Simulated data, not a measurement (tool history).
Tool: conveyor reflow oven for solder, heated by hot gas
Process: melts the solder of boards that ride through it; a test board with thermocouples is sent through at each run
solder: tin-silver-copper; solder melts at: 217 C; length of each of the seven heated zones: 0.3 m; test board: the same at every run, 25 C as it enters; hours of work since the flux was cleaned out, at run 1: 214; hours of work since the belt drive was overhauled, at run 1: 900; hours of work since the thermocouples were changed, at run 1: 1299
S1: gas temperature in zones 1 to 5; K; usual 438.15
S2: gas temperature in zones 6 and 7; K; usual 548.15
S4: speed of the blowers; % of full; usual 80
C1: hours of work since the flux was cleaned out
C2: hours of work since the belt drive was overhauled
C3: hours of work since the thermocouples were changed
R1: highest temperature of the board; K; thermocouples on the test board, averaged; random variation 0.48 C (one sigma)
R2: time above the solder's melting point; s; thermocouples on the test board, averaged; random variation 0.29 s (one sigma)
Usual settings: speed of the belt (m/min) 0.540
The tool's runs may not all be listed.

Run 1, hour 0.0: usual settings; C1 214; C2 900; C3 1299. Result: R1 540.05 K, R2 57.0 s.
Run 2, hour 34.2: usual settings but S2 543.15 K; C1 242; C2 928; C3 1326. Result: R1 533.75 K, R2 54.2 s.
At hour 67.1: belt drive overhauled, speed set with a stopwatch.
Run 3, hour 91.9: usual settings but S2 543.15 K; C1 285; C2 20; C3 1369. Result: R1 534.75 K, R2 54.6 s.
At hour 126.8: flux residue cleaned out of gas plates and filters.
Run 4, hour 157.3: usual settings; C1 24; C2 68; C3 1417. Result: R1 539.65 K, R2 56.6 s.
Run 5, hour 220.8: usual settings but S1 445.15 K; C1 75; C2 119; C3 1468. Result: R1 539.55 K, R2 58.4 s.
At hour 261.2: thermocouples of zones 6 and 7 changed.
Run 6, hour 279.6: usual settings but S1 445.15 K, S4 74 % of full; C1 120; C2 164; C3 15. Result: R1 538.95 K, R2 56.9 s.
Run 7, hour 351.6: usual settings but S4 81 % of full; C1 178; C2 221; C3 72. Result: R1 539.35 K, R2 56.7 s.
Run 8, hour 424.4: usual settings but S4 81 % of full; C1 236; C2 280; C3 130. Result: R1 539.45 K, R2 56.9 s.
Run 9, hour 474.6: usual settings but S4 81 % of full; C1 276; C2 320; C3 170. Result: R1 539.05 K, R2 56.7 s.
At hour 516.0: flux residue cleaned out of gas plates and filters.
Run 10, hour 544.0: usual settings but S4 81 % of full; C1 22; C2 371; C3 222. Result: R1 539.85 K, R2 56.3 s.
Run 11, hour 616.7: usual settings but S1 440.15 K, S2 555.15 K, speed of the belt (m/min) 0.510, S4 67 % of full; C1 80; C2 429; C3 280. Result: R1 546.15 K, R2 62.7 s.
Run 12, hour 647.5: usual settings but S4 56 % of full; C1 105; C2 454; C3 304. Result: R1 535.85 K, R2 53.3 s.
Run 13, hour 682.9: usual settings but S4 69 % of full; C1 133; C2 482; C3 333. Result: R1 538.25 K, R2 55.4 s.
Run 14, hour 722.2: usual settings but S2 553.15 K; C1 165; C2 513; C3 364. Result: R1 543.45 K, R2 58.3 s.
Run 15, hour 797.5: usual settings but S2 553.15 K; C1 225; C2 573; C3 424. Result: R1 544.65 K, R2 58.4 s.
Run 16, hour 843.1: usual settings but S2 553.15 K; C1 261; C2 610; C3 461. Result: R1 544.15 K, R2 58.6 s.
At hour 903.9: flux residue cleaned out of gas plates and filters.
Run 17, hour 903.9: usual settings but S1 424.15 K, speed of the belt (m/min) 0.639; C1 0; C2 654; C3 505. Result: R1 533.05 K, R2 41.4 s.
Run 18, hour 973.1: usual settings but S1 449.15 K, speed of the belt (m/min) 0.639, S4 76 % of full; C1 55; C2 710; C3 560. Result: R1 535.45 K, R2 47.9 s.
Run 19, hour 1015.7: usual settings but S1 430.15 K, S2 559.15 K, speed of the belt (m/min) 0.469, S4 52 % of full; C1 89; C2 744; C3 594. Result: R1 548.05 K, R2 67.1 s.

How the hidden state differs across the entries between the runs, from the last listed run before each to the first after it:
Between runs 2 and 3: belt drive overhauled, speed set with a stopwatch (hour 67.1)
  heat that the gas passes to the board, % of a clean oven's: 99.8 -> 99.7; belt's true speed, % of the reading: 99.88 -> 99.99; true gas temperature in zones 6 and 7 over the reading, C: 0.25 -> 0.26
Between runs 3 and 4: flux residue cleaned out of gas plates and filters (hour 126.8)
  heat that the gas passes to the board, % of a clean oven's: 99.7 -> 100; belt's true speed, % of the reading: 99.99 -> 99.98; true gas temperature in zones 6 and 7 over the reading, C: 0.26 -> 0.27
Between runs 5 and 6: thermocouples of zones 6 and 7 changed (hour 261.2)
  belt's true speed, % of the reading: 99.98 -> 99.97; true gas temperature in zones 6 and 7 over the reading, C: 0.28 -> 0.01
Between runs 9 and 10: flux residue cleaned out of gas plates and filters (hour 516.0)
  heat that the gas passes to the board, % of a clean oven's: 99.7 -> 99.9; belt's true speed, % of the reading: 99.95 -> 99.94; true gas temperature in zones 6 and 7 over the reading, C: 0.04 -> 0.05
Between runs 16 and 17: flux residue cleaned out of gas plates and filters (hour 903.9)
  heat that the gas passes to the board, % of a clean oven's: 99.7 -> 100; true gas temperature in zones 6 and 7 over the reading, C: 0.1 -> 0.11

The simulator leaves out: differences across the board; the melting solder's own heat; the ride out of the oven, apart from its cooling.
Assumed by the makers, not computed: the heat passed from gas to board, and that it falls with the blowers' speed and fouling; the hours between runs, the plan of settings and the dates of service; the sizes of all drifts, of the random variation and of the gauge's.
